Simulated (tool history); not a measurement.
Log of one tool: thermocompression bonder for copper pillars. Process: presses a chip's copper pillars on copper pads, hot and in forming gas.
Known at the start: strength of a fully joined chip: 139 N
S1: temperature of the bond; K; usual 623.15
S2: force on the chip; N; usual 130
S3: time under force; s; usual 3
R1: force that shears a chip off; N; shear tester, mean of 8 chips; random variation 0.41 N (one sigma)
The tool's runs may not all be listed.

run     day      S1   S2  S3    R1
  1   0.000  623.15  130   3  53.5
  2   2.496  647.15  130   3  62.0
      4.667  -- forming gas filter changed
  3   5.483  647.15  130   3  65.1
  4   8.296  623.15  130   3  54.4
  5   9.721  623.15  130   3  53.7
  6  11.712  623.15  130   3  53.0
  7  13.112  623.15   92   3  35.6
  8  15.250  623.15   92   3  35.5
  9  17.962  623.15  166   3  66.5
 10  19.788  623.15  166   3  65.3
     20.271  -- forming gas filter changed
 11  22.083  623.15  166   3  69.2
 12  25.262  623.15  130   3  53.0
 13  27.475  623.15  130   3  52.5
 14  28.958  634.15  130   3  56.6
 15  31.012  623.15  169   3  68.4
     31.438  -- heater calibrated with a thermocouple chip
 16  34.133  623.15   92   3  38.2
     36.050  -- forming gas filter changed
 17  37.096  623.15  130   3  59.7
 18  39.762  623.15  130   2  50.0
     41.862  -- force cell calibrated
 19  42.021  623.15  130   2  50.5
 20  43.929  623.15  135   3  60.9
 21  46.504  623.15   87   2  30.9
 22  48.633  623.15   87   2  31.2
 23  51.021  607.15   87   2  25.8
     51.596  -- forming gas filter changed
     53.471  -- force cell calibrated, once more
 24  53.533  632.15  143   2  55.7
 25  55.142  623.15  130   3  52.8
 26  56.492  652.15  130   3  66.3
 27  58.171  631.15  185   3  78.2
 28  59.854  615.15  133   3  50.6
 29  62.583  615.15  133   3  49.7
 30  64.317  596.15  130   6  53.1
 31  66.292  617.15  119   2  37.0
     67.200  -- forming gas filter changed
 32  68.438  617.15  119   2  39.2
 33  70.471  601.15  130   9  67.2
 34  72.108  643.15  130   3  61.0
 35  74.300  651.15  130   3  63.9
 36  76.225  604.15  130   5  54.3
 37  78.988  629.15  130   2  45.6
 38  81.796  634.15  130   3  55.5
     82.783  -- forming gas filter changed
 39  84.562  593.15   93   4  30.5

Some steps in R1 between neighbouring runs. How much of each would the tool show without its hidden state too (settings, what came in, random variation), and how much is left for the hidden state, with any gauge scatter that isn't in both results?
The hidden state here: true temperature of the bond over the reading, C; force that reaches the chip, % of what is set; oxide that the forming gas leaves, % of the face; drift of the gauge itself on shear_n, %.
Run 8 -> 9: S2 92 -> 166. R1 +31.0 N: hidden state -2.4, all else +33.4.
Run 10 -> 11: forming gas filter changed. R1 +3.9 N: hidden state +3.2, all else +0.7.
Run 15 -> 16: S2 169 -> 92, heater calibrated with a thermocouple chip. R1 -30.2 N: hidden state +5.3, all else -35.5.
Run 20 -> 21: S2 135 -> 87, S3 3 -> 2. R1 -30.0 N: hidden state -1.0, all else -29.0.
Run 38 -> 39: S1 634.15 -> 593.15, S2 130 -> 93, S3 3 -> 4, forming gas filter changed. R1 -25.0 N: hidden state +3.3, all else -28.3.

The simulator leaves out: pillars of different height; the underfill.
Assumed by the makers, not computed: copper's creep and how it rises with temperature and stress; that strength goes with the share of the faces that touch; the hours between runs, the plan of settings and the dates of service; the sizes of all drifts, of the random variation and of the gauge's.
